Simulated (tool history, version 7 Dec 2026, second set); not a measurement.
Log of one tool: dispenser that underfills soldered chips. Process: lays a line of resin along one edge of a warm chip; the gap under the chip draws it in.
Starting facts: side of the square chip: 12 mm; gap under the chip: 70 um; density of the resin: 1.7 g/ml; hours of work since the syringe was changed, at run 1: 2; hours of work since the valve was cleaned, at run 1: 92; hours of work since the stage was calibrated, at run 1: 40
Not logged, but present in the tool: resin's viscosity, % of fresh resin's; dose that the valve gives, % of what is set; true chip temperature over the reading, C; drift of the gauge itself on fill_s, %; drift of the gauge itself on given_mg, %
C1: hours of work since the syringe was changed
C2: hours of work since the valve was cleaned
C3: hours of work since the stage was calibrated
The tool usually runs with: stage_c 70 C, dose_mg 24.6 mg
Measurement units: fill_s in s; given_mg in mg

Run 1, hour 0.0: usual settings; C1 2; C2 92; C3 40. Result: fill_s 45.8 s, given_mg 22.26 mg.
At hour 10.7: new syringe of resin.
Run 2, hour 11.6: usual settings; C1 1; C2 99; C3 47. Result: fill_s 43.4 s, given_mg 22.11 mg.
At hour 13.4: dispensing valve cleaned and set on the balance.
Run 3, hour 20.3: usual settings; C1 5; C2 4; C3 52. Result: fill_s 51.8 s, given_mg 24.36 mg.
At hour 25.7: new syringe of resin.
Run 4, hour 28.1: usual settings; C1 1; C2 9; C3 57. Result: fill_s 43.5 s, given_mg 24.41 mg.
At hour 39.3: new syringe of resin.
Run 5, hour 42.4: usual settings; C1 2; C2 17; C3 65. Result: fill_s 44.8 s, given_mg 24.15 mg.
Run 6, hour 50.8: usual settings but dose_mg 28.9 mg; C1 7; C2 23; C3 70. Result: fill_s 54.2 s, given_mg 28.29 mg.
At hour 53.0: new syringe of resin.
Run 7, hour 65.9: usual settings but dose_mg 28.9 mg; C1 8; C2 32; C3 79. Result: fill_s 56.5 s, given_mg 28.18 mg.
At hour 67.4: new syringe of resin.
At hour 80.9: new syringe of resin.
Run 8, hour 81.5: usual settings but dose_mg 28.9 mg; C1 0; C2 41; C3 89. Result: fill_s 40.8 s, given_mg 27.71 mg.
At hour 94.7: new syringe of resin.
Run 9, hour 98.1: usual settings but dose_mg 23.3 mg; C1 2; C2 51; C3 99. Result: fill_s 45.9 s, given_mg 21.96 mg.
At hour 108.1: new syringe of resin.
Run 10, hour 114.6: usual settings but dose_mg 30.8 mg; C1 4; C2 61; C3 109. Result: fill_s 47.6 s, given_mg 28.85 mg.
At hour 121.8: new syringe of resin.
Run 11, hour 125.5: usual settings but dose_mg 30.8 mg; C1 2; C2 68; C3 115. Result: fill_s 41.5 s, given_mg 28.71 mg.
Run 12, hour 134.1: usual settings but dose_mg 30.8 mg; C1 8; C2 73; C3 121. Result: fill_s 55.7 s, given_mg 28.45 mg.
At hour 135.5: new syringe of resin.
Run 13, hour 146.7: usual settings but dose_mg 30.8 mg; C1 7; C2 80; C3 128. Result: fill_s 54.7 s, given_mg 28.33 mg.
At hour 149.4: new syringe of resin.
Run 14, hour 162.0: usual settings but stage_c 62 C, dose_mg 21.2 mg; C1 8; C2 90; C3 137. Result: fill_s 89.3 s, given_mg 19.29 mg.
At hour 163.1: new syringe of resin.
At hour 176.5: new syringe of resin.
Run 15, hour 176.5: usual settings but stage_c 62 C, dose_mg 32.0 mg; C1 0; C2 98; C3 146. Result: fill_s 54.4 s, given_mg 28.87 mg.
At hour 179.1: dispensing valve cleaned and set on the balance.
Run 16, hour 186.6: usual settings but stage_c 74 C, dose_mg 23.9 mg; C1 6; C2 5; C3 152. Result: fill_s 44.2 s, given_mg 23.90 mg.
At hour 190.7: new syringe of resin.
Run 17, hour 194.2: usual settings but stage_c 80 C, dose_mg 21.2 mg; C1 2; C2 9; C3 156. Result: fill_s 29.5 s, given_mg 21.05 mg.
At hour 204.5: new syringe of resin.
Run 18, hour 204.8: usual settings but stage_c 83 C, dose_mg 22.1 mg; C1 0; C2 15; C3 162. Result: fill_s 24.4 s, given_mg 21.78 mg.

What if the next run were any one of these 5? Each begins from the tool's condition after run 18:
Run A, hour 214.0: usual settings but stage_c 83 C, dose_mg 23.4 mg; C1 6; C2 21; C3 168. Result: fill_s ?, given_mg ?.
Run B, hour 214.0: usual settings but stage_c 60 C, dose_mg 29.2 mg; C1 6; C2 21; C3 168. Result: fill_s ?, given_mg ?.
Run C, hour 214.0: usual settings but stage_c 79 C, dose_mg 29.9 mg; C1 6; C2 21; C3 168. Result: fill_s ?, given_mg ?.
Run D, hour 214.0: usual settings but dose_mg 22.1 mg; C1 6; C2 21; C3 168. Result: fill_s ?, given_mg ?.
Run E, hour 214.0: usual settings but stage_c 83 C, dose_mg 22.9 mg; C1 6; C2 21; C3 168. Result: fill_s ?, given_mg ?.

run  fill_s  given_mg
  A    31.9     22.97
  B    79.6     28.74
  C    35.3     29.25
  D    54.3     21.79
  E    31.3     22.36
What these runs would have given with no unlogged condition in the tool:
run  fill_s  given_mg
  A    24.5     23.42
  B    61.1     29.31
  C    27.0     29.83
  D    41.4     22.22
  E    23.8     22.80

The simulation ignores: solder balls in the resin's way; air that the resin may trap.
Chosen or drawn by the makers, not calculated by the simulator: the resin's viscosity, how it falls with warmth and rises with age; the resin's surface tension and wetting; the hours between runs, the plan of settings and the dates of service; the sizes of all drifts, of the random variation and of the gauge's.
